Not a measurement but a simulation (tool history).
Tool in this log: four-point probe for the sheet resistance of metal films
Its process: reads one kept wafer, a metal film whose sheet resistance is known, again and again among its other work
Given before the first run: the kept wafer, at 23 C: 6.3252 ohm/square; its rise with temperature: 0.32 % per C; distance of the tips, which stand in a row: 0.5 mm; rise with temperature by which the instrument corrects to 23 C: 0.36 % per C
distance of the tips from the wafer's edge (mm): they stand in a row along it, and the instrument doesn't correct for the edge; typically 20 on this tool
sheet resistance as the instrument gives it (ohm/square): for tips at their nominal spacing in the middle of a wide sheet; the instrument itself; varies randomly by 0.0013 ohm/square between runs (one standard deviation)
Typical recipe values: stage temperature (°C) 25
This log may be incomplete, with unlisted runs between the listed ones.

run	day	stage temperature (°C)	distance of the tips from the wafer's edge (mm)	sheet resistance as the instrument gives it (ohm/square)
1	0	25	20	6.31506
2	1.258	25	20	6.315018
3	2.638	25	20	6.314673
4	4.458	25	20	6.311867
5	6.442	25	20	6.313665
6	8.312	25	36	6.312202

What will run 7 give?
7	9.638	27	4	?

sheet resistance as the instrument gives it (ohm/square): 6.35823
The same run, on a tool lacking any hidden state, would have yielded sheet resistance as the instrument gives it (ohm/square) 6.368971.
